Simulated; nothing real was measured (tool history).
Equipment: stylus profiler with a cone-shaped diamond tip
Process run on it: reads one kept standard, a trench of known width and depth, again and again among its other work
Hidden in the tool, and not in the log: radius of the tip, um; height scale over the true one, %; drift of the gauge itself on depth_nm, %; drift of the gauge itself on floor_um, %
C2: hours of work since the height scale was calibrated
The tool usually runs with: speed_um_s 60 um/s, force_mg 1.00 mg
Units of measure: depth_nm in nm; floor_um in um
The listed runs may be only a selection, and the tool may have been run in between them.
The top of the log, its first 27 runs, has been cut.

run 28 hour=2162.3 | speed_um_s=151 force_mg=1.70 | scans_with_this_tip=583 C2=99 | depth_nm=1005.46 floor_um=15.57
run 29 hour=2249.2 | speed_um_s=151 force_mg=1.70 | scans_with_this_tip=983 C2=167 | depth_nm=1005.62 floor_um=15.50
run 30 hour=2363.2 | speed_um_s=151 force_mg=1.70 | scans_with_this_tip=1507 C2=256 | depth_nm=1005.29 floor_um=15.42
run 31 hour=2472.0 | speed_um_s=151 force_mg=1.70 | scans_with_this_tip=2008 C2=341 | depth_nm=1005.16 floor_um=15.33
run 32 hour=2565.7 | speed_um_s=52 force_mg=0.85 | scans_with_this_tip=2439 C2=415 | depth_nm=1003.00 floor_um=15.81
run 33 hour=2677.3 | speed_um_s=52 force_mg=0.85 | scans_with_this_tip=2953 C2=502 | depth_nm=1002.48 floor_um=15.79
run 34 hour=2778.8 | speed_um_s=164 force_mg=1.56 | scans_with_this_tip=3420 C2=581 | depth_nm=1004.17 floor_um=15.15
run 35 hour=2866.7 | speed_um_s=185 force_mg=1.30 | scans_with_this_tip=3824 C2=650 | depth_nm=1003.20 floor_um=14.86
run 36 hour=2940.4 | speed_um_s=145 force_mg=0.75 | scans_with_this_tip=4164 C2=708 | depth_nm=1001.57 floor_um=14.73
run 37 hour=3001.3 | speed_um_s=191 force_mg=0.38 | scans_with_this_tip=4444 C2=755 | depth_nm=1000.27 floor_um=13.55
run 38 hour=3062.7 | speed_um_s=140 force_mg=1.00 | scans_with_this_tip=4726 C2=803 | depth_nm=1002.22 floor_um=14.92
run 39 hour=3179.4 | speed_um_s=19 force_mg=0.50 | scans_with_this_tip=5263 C2=894 | depth_nm=1000.18 floor_um=15.72
run 40 hour=3240.7 | speed_um_s=19 force_mg=0.50 | scans_with_this_tip=5545 C2=942 | depth_nm=1000.26 floor_um=15.73
run 41 hour=3351.5 | speed_um_s=19 force_mg=0.50 | scans_with_this_tip=6055 C2=1029 | depth_nm=1000.01 floor_um=15.69
run 42 hour=3446.9 | speed_um_s=168 force_mg=1.30 | scans_with_this_tip=6494 C2=1104 | depth_nm=1002.51 floor_um=14.69

Consider 3 possible next runs. They are alternatives, not a sequence: every one starts from the tool as it was left by run 42. What does each give?
run A hour=3519.6 | speed_um_s=183 force_mg=0.54 | scans_with_this_tip=6829 C2=1160 | depth_nm=? floor_um=?
run B hour=3519.6 | speed_um_s=60 force_mg=0.47 | scans_with_this_tip=6829 C2=1160 | depth_nm=? floor_um=?
run C hour=3519.6 | speed_um_s=168 force_mg=1.99 | scans_with_this_tip=6829 C2=1160 | depth_nm=? floor_um=?

run=A depth_nm=999.51 floor_um=13.85
run=B depth_nm=999.29 floor_um=15.04
run=C depth_nm=1003.72 floor_um=14.91
The same runs, with their run-to-run variation unchanged, on a tool lacking any hidden condition would have given:
run=A depth_nm=1002.73 floor_um=14.57
run=B depth_nm=1002.51 floor_um=15.76
run=C depth_nm=1006.96 floor_um=15.63
